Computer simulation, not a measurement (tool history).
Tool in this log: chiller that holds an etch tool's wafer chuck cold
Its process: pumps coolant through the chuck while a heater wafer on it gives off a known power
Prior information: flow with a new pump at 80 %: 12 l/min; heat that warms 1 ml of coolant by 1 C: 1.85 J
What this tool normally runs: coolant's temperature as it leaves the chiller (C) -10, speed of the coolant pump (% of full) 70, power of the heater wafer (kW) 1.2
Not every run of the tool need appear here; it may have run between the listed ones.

run    hour  coolant's temperature as it leaves the chiller (C)  speed of the coolant pump (% of full)  power of the heater wafer (kW)  chuck's temperature once it has settled (C)  how much warmer the coolant comes back (C)
  1       0                                                 -10                                     70                             1.2                                          1.2                                        3.77
  2      66                                                 -10                                     70                           0.872                                         -1.9                                        2.81
  3   144.5                                                 -10                                     70                           0.872                                           -2                                        2.75
  4   180.4                                                 -10                                     70                             1.2                                            1                                        3.75
  5   233.9                                                 -10                                     70                             1.2                                            1                                        3.87
  6   271.4                                                 -10                                     70                             1.2                                          1.1                                        3.84
  7   315.7                                                 -10                                     70                             1.2                                          1.3                                        3.85
  8     396                                                 -10                                     70                             1.2                                          1.2                                        3.88
  9   431.2                                                   0                                     70                             1.2                                         11.1                                        3.87
 10   475.2                                                   0                                     70                             1.2                                         11.2                                        3.87
 11   527.4                                                   0                                     70                             1.2                                         11.1                                        3.83
 12   563.5                                                   0                                     70                             1.2                                         11.1                                        3.91
 13   610.2                                                 -14                                     70                             1.2                                         -2.8                                        3.94
      623.8  -- chiller's thermometer calibrated
 14   669.1                                                 -14                                     70                             1.2                                         -2.7                                        3.93
 15   719.4                                                 -17                                     70                             1.2                                         -5.8                                        3.93
      757.5  -- gauge calibrated
 16   786.1                                                 -10                                     61                             1.2                                          2.7                                         4.4
 17   822.4                                                 -10                                     61                             1.2                                          2.7                                        4.42
 18   862.4                                                 -17                                     61                           0.663                                          -10                                        2.48
 19   937.6                                                 -17                                     61                           0.663                                          -10                                        2.45
 20   976.1                                                 -14                                     84                             1.2                                         -4.5                                        3.11
 21  1041.2                                                 -14                                     84                             1.2                                         -4.7                                        3.14
 22  1087.3                                                 -14                                     96                           1.577                                         -3.3                                        3.57
 23  1122.2                                                 -14                                     96                           1.577                                         -3.3                                        3.57
 24  1159.8                                                 -10                                     70                           1.564                                          4.6                                        5.03
 25  1215.2                                                 -10                                     86                           1.562                                          1.8                                        4.08
 26  1253.8                                                 -19                                     86                           0.916                                        -11.9                                        2.39
 27  1302.7                                                  -5                                     86                           0.916                                            2                                        2.43
 28  1349.9                                                 -13                                     63                           0.969                                           -3                                        3.57
 29  1428.1                                                 -15                                     63                           0.969                                           -5                                        3.62
 30    1512                                                  -4                                     67                           0.855                                          4.2                                        3.03
 31  1581.1                                                 -10                                     79                           0.994                                         -1.8                                        2.92
 32  1628.5                                                  -2                                     70                           0.638                                            4                                        2.23

How would selected steps in how much warmer the coolant comes back (C) from run to run divide? Give the signed amount a tool lacking its hidden state would still show from settings, what came in and random variation, and the signed amount left for the hidden state, including any gauge scatter that is not in both of the compared results.
Hidden conditions of the tool in this case: heat passed by the chuck's channels, % of clean ones'; flow at a given pump speed, % of a new pump's; coolant's true temperature over the reading, C; drift of the gauge itself on chuck_c, C; drift of the gauge itself on warmer_back_c, C.
Run 7 -> 8: nothing adjusted, nothing logged. how much warmer the coolant comes back (C) +0.03: hidden state +0.03, all else +0.
Run 15 -> 16: coolant's temperature as it leaves the chiller (C) -17 -> -10, speed of the coolant pump (% of full) 70 -> 61, gauge calibrated. how much warmer the coolant comes back (C) +0.47: hidden state -0.19, all else +0.66.
Run 17 -> 18: coolant's temperature as it leaves the chiller (C) -10 -> -17, power of the heater wafer (kW) 1.2 -> 0.663. how much warmer the coolant comes back (C) -1.94: hidden state +0.01, all else -1.95.
Run 23 -> 24: coolant's temperature as it leaves the chiller (C) -14 -> -10, speed of the coolant pump (% of full) 96 -> 70, power of the heater wafer (kW) 1.577 -> 1.564. how much warmer the coolant comes back (C) +1.46: hidden state +0.01, all else +1.45.
Run 25 -> 26: coolant's temperature as it leaves the chiller (C) -10 -> -19, power of the heater wafer (kW) 1.562 -> 0.916. how much warmer the coolant comes back (C) -1.69: hidden state +0.01, all else -1.7.
Run 28 -> 29: coolant's temperature as it leaves the chiller (C) -13 -> -15. how much warmer the coolant comes back (C) +0.05: hidden state +0.03, all else +0.02.
